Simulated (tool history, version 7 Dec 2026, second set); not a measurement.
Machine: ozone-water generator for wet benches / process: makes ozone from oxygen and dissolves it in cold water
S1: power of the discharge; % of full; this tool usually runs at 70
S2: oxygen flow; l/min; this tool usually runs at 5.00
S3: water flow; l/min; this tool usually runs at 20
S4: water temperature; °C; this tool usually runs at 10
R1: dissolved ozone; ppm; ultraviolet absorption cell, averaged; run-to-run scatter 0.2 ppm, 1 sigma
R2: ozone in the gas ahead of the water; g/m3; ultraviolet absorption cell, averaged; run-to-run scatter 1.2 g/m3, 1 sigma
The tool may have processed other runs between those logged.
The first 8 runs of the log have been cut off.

| run | hour | S1 | S2 | S3 | S4 | R1 | R2 |
|---|---|---|---|---|---|---|---|
| 9 | 309.1 | 70 | 5.00 | 20 | 10 | 28.1 | 215.9 |
| 10 | 367.5 | 70 | 5.00 | 20 | 10 | 27.8 | 215.9 |
| 11 | 406.6 | 70 | 5.00 | 20 | 10 | 28.2 | 216.6 |
|  | 436.2 | water thermometer calibrated |
| 12 | 455.8 | 70 | 8.83 | 20 | 10 | 30.4 | 170.4 |
| 13 | 491.4 | 70 | 8.83 | 20 | 10 | 30.3 | 170.1 |
| 14 | 530.1 | 70 | 5.00 | 17 | 10 | 32.1 | 213.6 |
| 15 | 557.1 | 70 | 5.00 | 17 | 10 | 31.9 | 215.3 |
| 16 | 616.8 | 70 | 5.00 | 17 | 10 | 31.7 | 215.5 |
| 17 | 657.4 | 70 | 6.30 | 17 | 10 | 32.7 | 194.5 |
| 18 | 693.0 | 70 | 5.00 | 20 | 15 | 26.1 | 215.9 |
| 19 | 727.6 | 70 | 3.70 | 15 | 10 | 33.7 | 244.7 |
| 20 | 786.5 | 72 | 5.00 | 12 | 15 | 38.0 | 219.0 |
| 21 | 825.7 | 72 | 5.00 | 12 | 15 | 38.2 | 217.8 |
| 22 | 853.0 | 72 | 5.00 | 12 | 15 | 38.2 | 219.7 |
| 23 | 913.9 | 96 | 3.29 | 20 | 10 | 32.4 | 326.2 |
| 24 | 959.8 | 73 | 8.16 | 20 | 10 | 30.6 | 181.6 |
| 25 | 986.1 | 73 | 8.16 | 20 | 10 | 30.7 | 181.4 |
| 26 | 1019.8 | 69 | 3.66 | 21 | 12 | 23.7 | 240.7 |
| 27 | 1053.9 | 70 | 5.00 | 22 | 16 | 24.2 | 214.1 |
| 28 | 1082.2 | 59 | 5.00 | 22 | 10 | 22.2 | 184.8 |
| 29 | 1114.0 | 43 | 8.54 | 28 | 9 | 15.9 | 116.6 |
| 30 | 1154.7 | 85 | 8.54 | 26 | 10 | 28.4 | 198.1 |
| 31 | 1189.2 | 85 | 8.54 | 26 | 10 | 28.7 | 199.8 |
| 32 | 1249.3 | 85 | 4.33 | 15 | 10 | 39.7 | 264.6 |
| 33 | 1283.3 | 85 | 4.33 | 15 | 10 | 39.7 | 264.8 |

Below are 3 alternative next runs, each starting from the tool's condition after run 33. Predict each:
| A | 1313.0 | 61 | 4.33 | 15 | 10 | ? | ? |
| B | 1313.0 | 85 | 4.33 | 23 | 11 | ? | ? |
| C | 1313.0 | 41 | 3.06 | 13 | 10 | ? | ? |

| run | R1 | R2 |
|---|---|---|
| A | 30.1 | 201.1 |
| B | 26.9 | 263.5 |
| C | 22.8 | 168.3 |
Without the tool's unlogged condition, the same runs would have read:
| run | R1 | R2 |
|---|---|---|
| A | 31.8 | 209.0 |
| B | 28.8 | 277.1 |
| C | 23.7 | 172.4 |
